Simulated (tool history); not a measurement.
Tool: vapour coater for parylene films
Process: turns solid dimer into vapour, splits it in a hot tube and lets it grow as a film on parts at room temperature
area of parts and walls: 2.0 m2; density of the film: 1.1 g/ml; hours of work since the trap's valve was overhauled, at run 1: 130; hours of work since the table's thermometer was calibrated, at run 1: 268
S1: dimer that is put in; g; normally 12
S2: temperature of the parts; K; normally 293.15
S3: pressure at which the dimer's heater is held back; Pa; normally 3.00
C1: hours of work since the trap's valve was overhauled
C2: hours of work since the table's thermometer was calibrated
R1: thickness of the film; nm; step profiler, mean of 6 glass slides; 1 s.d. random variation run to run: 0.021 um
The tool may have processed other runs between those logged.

run 1 hour=0.0 | S1=12 S2=293.15 S3=3.00 | C1=130 C2=268 | R1=3280
run 2 hour=7.4 | S1=12 S2=293.15 S3=3.00 | C1=133 C2=272 | R1=3270
run 3 hour=20.9 | S1=12 S2=293.15 S3=3.00 | C1=140 C2=279 | R1=3240
run 4 hour=29.3 | S1=12 S2=293.15 S3=7.65 | C1=145 C2=283 | R1=2880
run 5 hour=37.8 | S1=12 S2=293.15 S3=7.65 | C1=149 C2=287 | R1=2880
run 6 hour=46.8 | S1=12 S2=293.15 S3=7.65 | C1=153 C2=292 | R1=2870
run 7 hour=55.5 | S1=7 S2=293.15 S3=3.00 | C1=158 C2=296 | R1=1880
run 8 hour=67.0 | S1=7 S2=293.15 S3=3.00 | C1=164 C2=302 | R1=1870
run 9 hour=75.7 | S1=7 S2=293.15 S3=3.00 | C1=168 C2=306 | R1=1910
run 10 hour=84.9 | S1=7 S2=293.15 S3=3.00 | C1=173 C2=311 | R1=1850
run 11 hour=92.6 | S1=7 S2=293.15 S3=3.00 | C1=177 C2=315 | R1=1920
run 12 hour=100.9 | S1=7 S2=293.15 S3=3.00 | C1=181 C2=319 | R1=1880
run 13 hour=116.7 | S1=8 S2=295.15 S3=3.58 | C1=189 C2=327 | R1=2010
run 14 hour=130.1 | S1=12 S2=293.15 S3=8.99 | C1=196 C2=334 | R1=2770
run 15 hour=138.8 | S1=12 S2=302.15 S3=5.09 | C1=200 C2=338 | R1=2390
run 16 hour=153.6 | S1=10 S2=299.15 S3=3.00 | C1=207 C2=346 | R1=2300
run 17 hour=165.9 | S1=17 S2=288.15 S3=3.99 | C1=214 C2=352 | R1=4900
run 18 hour=176.4 | S1=17 S2=301.15 S3=2.07 | C1=219 C2=357 | R1=3900
run 19 hour=188.6 | S1=17 S2=301.15 S3=2.07 | C1=225 C2=363 | R1=3900

3 options for the next run, each taken on its own from the tool as it stands now. Forecast them:
run A hour=200.3 | S1=17 S2=301.15 S3=4.28 | C1=231 C2=369 | R1=?
run B hour=200.3 | S1=18 S2=301.15 S3=2.07 | C1=231 C2=369 | R1=?
run C hour=200.3 | S1=18 S2=299.15 S3=6.61 | C1=231 C2=369 | R1=?

run=A R1=3540
run=B R1=4110
run=C R1=3660
With the hidden condition removed and each run's random variation left untouched, the same runs would have given:
run=A R1=3800
run=B R1=4410
run=C R1=3920
